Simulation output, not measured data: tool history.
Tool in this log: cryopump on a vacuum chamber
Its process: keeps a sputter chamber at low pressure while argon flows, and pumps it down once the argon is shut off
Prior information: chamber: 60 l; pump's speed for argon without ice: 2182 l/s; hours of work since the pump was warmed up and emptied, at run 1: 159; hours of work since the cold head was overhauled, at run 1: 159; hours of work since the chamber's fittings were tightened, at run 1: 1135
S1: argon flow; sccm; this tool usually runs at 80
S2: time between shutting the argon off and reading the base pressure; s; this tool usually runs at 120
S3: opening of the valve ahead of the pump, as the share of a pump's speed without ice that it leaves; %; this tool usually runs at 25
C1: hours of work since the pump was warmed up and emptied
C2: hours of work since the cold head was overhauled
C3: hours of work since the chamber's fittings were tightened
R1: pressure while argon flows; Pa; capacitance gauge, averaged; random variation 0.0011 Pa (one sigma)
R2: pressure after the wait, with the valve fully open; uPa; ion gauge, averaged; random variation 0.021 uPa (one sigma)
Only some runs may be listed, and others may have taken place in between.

run,hour,S1,S2,S3,C1,C2,C3,R1,R2
1,0.0,80,120,25,159,159,1135,0.2505,0.85
2,17.8,80,120,25,166,166,1143,0.2507,0.91
3,41.3,80,120,17,176,176,1152,0.3670,0.87
4,59.3,80,120,17,183,183,1159,0.3695,0.90
5,78.8,121,120,25,191,191,1167,0.3841,0.90
6,92.3,121,120,25,196,196,1173,0.3836,0.89
7,119.5,80,120,25,207,207,1184,0.2569,0.93
8,134.5,80,120,25,213,213,1190,0.2522,0.93
9,156.2,80,120,25,222,222,1198,0.2540,0.94
10,167.2,80,120,25,227,227,1203,0.2532,0.96
11,190.5,80,120,25,236,236,1212,0.2545,0.92
12,206.3,80,120,25,242,242,1219,0.2574,0.91
13,217.8,80,120,25,247,247,1223,0.2551,0.94
14,243.8,80,120,25,257,257,1234,0.2540,0.90
15,270.2,80,120,42,268,268,1244,0.1551,1.02
16,293.5,80,120,37,278,278,1254,0.1751,0.94
17,305.8,80,120,30,283,283,1259,0.2146,0.97
18,321.9,40,143,27,289,289,1265,0.1183,0.94
19,335.0,40,143,27,294,294,1271,0.1181,0.96
20,356.7,35,126,21,303,303,1279,0.1339,0.96
21,370.8,42,42,16,309,309,1285,0.2081,1.42
22,383.9,42,42,16,314,314,1290,0.2085,1.39
23,398.0,42,42,16,320,320,1296,0.2074,1.38
24,421.2,88,42,16,329,329,1305,0.4356,1.36
25,442.8,88,42,16,338,338,1314,0.4347,1.42
26,453.9,88,42,16,342,342,1319,0.4356,1.39
27,470.3,88,42,16,349,349,1325,0.4344,1.43
28,487.7,41,94,21,356,356,1332,0.1570,1.08
29,508.1,33,29,15,364,364,1340,0.1732,1.73
30,522.6,100,29,54,370,370,1346,0.1556,1.71
31,545.0,80,99,37,379,379,1355,0.1777,1.10
32,562.4,80,99,37,386,386,1362,0.1784,1.08
33,586.4,35,120,34,396,396,1372,0.0839,1.08

Measured minus without-hidden-state, run by run (identical run-to-run variation in each term; gauge scatter may differ):
Unlogged tool condition in this case: pump's speed, % of a pump's without ice; cold plate's temperature, K; leak into the chamber, uPa l/s; drift of the gauge itself on working_pa, %; drift of the gauge itself on base_upa, %.
run,R1,R2
1,+0.0044,+0.51
2,+0.0046,+0.53
3,+0.0048,+0.53
4,+0.0050,+0.52
5,+0.0079,+0.54
6,+0.0081,+0.54
7,+0.0056,+0.57
8,+0.0057,+0.55
9,+0.0060,+0.57
10,+0.0061,+0.57
11,+0.0063,+0.57
12,+0.0065,+0.57
13,+0.0066,+0.57
14,+0.0068,+0.57
15,+0.0072,+0.61
16,+0.0074,+0.59
17,+0.0075,+0.61
18,+0.0038,+0.59
19,+0.0039,+0.63
20,+0.0035,+0.61
21,+0.0043,+0.62
22,+0.0044,+0.63
23,+0.0045,+0.62
24,+0.0096,+0.62
25,+0.0097,+0.64
26,+0.0099,+0.62
27,+0.0101,+0.65
28,+0.0048,+0.65
29,+0.0039,+0.67
30,+0.0122,+0.66
31,+0.0100,+0.66
32,+0.0102,+0.67
33,+0.0046,+0.70
